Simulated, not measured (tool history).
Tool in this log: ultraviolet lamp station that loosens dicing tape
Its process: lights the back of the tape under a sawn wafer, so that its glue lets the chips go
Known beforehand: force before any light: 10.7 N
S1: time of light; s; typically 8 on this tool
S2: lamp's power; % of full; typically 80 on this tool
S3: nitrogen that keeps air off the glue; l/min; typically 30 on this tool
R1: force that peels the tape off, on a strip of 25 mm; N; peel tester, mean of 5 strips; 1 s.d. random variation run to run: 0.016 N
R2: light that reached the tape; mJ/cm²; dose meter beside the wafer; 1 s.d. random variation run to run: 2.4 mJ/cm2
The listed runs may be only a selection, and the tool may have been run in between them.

run 1 hour=0.0 | S1=8 S2=80 S3=30 | R1=1.011 R2=251
run 2 hour=43.1 | S1=8 S2=80 S3=30 | R1=1.005 R2=244
run 3 hour=74.4 | S1=8 S2=80 S3=30 | R1=1.044 R2=245
run 4 hour=108.2 | S1=8 S2=80 S3=30 | R1=1.010 R2=241
run 5 hour=147.9 | S1=8 S2=80 S3=30 | R1=1.084 R2=238
run 6 hour=183.5 | S1=8 S2=80 S3=30 | R1=1.092 R2=239
run 7 hour=219.4 | S1=8 S2=80 S3=30 | R1=1.059 R2=240
run 8 hour=257.0 | S1=8 S2=80 S3=30 | R1=1.114 R2=235
run 9 hour=288.8 | S1=8 S2=80 S3=25 | R1=1.267 R2=238
run 10 hour=338.8 | S1=8 S2=80 S3=30 | R1=1.201 R2=233
run 11 hour=384.4 | S1=8 S2=80 S3=10 | R1=2.385 R2=228
run 12 hour=409.5 | S1=8 S2=80 S3=10 | R1=2.423 R2=228
run 13 hour=431.3 | S1=8 S2=80 S3=10 | R1=2.414 R2=226
run 14 hour=483.0 | S1=8 S2=80 S3=10 | R1=2.499 R2=223
run 15 hour=530.4 | S1=8 S2=80 S3=10 | R1=2.487 R2=222
run 16 hour=580.1 | S1=8 S2=80 S3=10 | R1=2.530 R2=222
run 17 hour=631.4 | S1=8 S2=80 S3=10 | R1=2.590 R2=214
run 18 hour=674.1 | S1=8 S2=80 S3=10 | R1=2.598 R2=218
run 19 hour=709.3 | S1=8 S2=80 S3=10 | R1=2.685 R2=213
run 20 hour=754.6 | S1=8 S2=80 S3=10 | R1=2.588 R2=213
-- hour=776.7 window cleaned of glue's vapour
run 21 hour=799.5 | S1=8 S2=80 S3=10 | R1=2.355 R2=238
run 22 hour=821.5 | S1=7 S2=80 S3=30 | R1=1.494 R2=205
run 23 hour=870.2 | S1=7 S2=80 S3=30 | R1=1.493 R2=203
run 24 hour=916.9 | S1=16 S2=72 S3=47 | R1=0.155 R2=409
run 25 hour=967.5 | S1=8 S2=66 S3=43 | R1=1.497 R2=191
run 26 hour=1009.2 | S1=8 S2=84 S3=30 | R1=1.131 R2=238
run 27 hour=1045.2 | S1=8 S2=80 S3=13 | R1=2.155 R2=220
run 28 hour=1097.1 | S1=8 S2=94 S3=45 | R1=0.668 R2=260
run 29 hour=1145.6 | S1=5 S2=98 S3=9 | R1=3.732 R2=169
run 30 hour=1169.4 | S1=8 S2=87 S3=30 | R1=1.119 R2=236
run 31 hour=1215.0 | S1=11 S2=75 S3=22 | R1=0.985 R2=279
run 32 hour=1237.1 | S1=8 S2=96 S3=28 | R1=0.970 R2=257
run 33 hour=1266.7 | S1=6 S2=72 S3=23 | R1=3.029 R2=144
run 34 hour=1315.4 | S1=9 S2=80 S3=26 | R1=1.234 R2=235
run 35 hour=1364.6 | S1=9 S2=74 S3=28 | R1=1.396 R2=215
run 36 hour=1404.1 | S1=9 S2=74 S3=28 | R1=1.485 R2=214
run 37 hour=1446.9 | S1=5 S2=83 S3=30 | R1=3.064 R2=135
run 38 hour=1480.3 | S1=8 S2=80 S3=21 | R1=1.870 R2=202
run 39 hour=1514.4 | S1=11 S2=66 S3=37 | R1=1.082 R2=224
run 40 hour=1547.9 | S1=13 S2=93 S3=26 | R1=0.388 R2=370
-- hour=1552.0 window cleaned of glue's vapour
run 41 hour=1569.7 | S1=7 S2=69 S3=30 | R1=2.092 R2=168
run 42 hour=1613.9 | S1=5 S2=81 S3=9 | R1=4.397 R2=138
run 43 hour=1664.5 | S1=5 S2=81 S3=9 | R1=4.719 R2=136

Below are 3 alternative next runs, each starting from the tool's condition after run 43. Predict each:
run A hour=1715.5 | S1=11 S2=92 S3=16 | R1=? R2=?
run B hour=1715.5 | S1=5 S2=91 S3=30 | R1=? R2=?
run C hour=1715.5 | S1=8 S2=80 S3=16 | R1=? R2=?

run=A R1=0.788 R2=337
run=B R1=2.393 R2=148
run=C R1=2.051 R2=214
With no hidden state in the tool, these same runs would have given:
run=A R1=0.380 R2=438
run=B R1=1.551 R2=194
run=C R1=1.258 R2=278
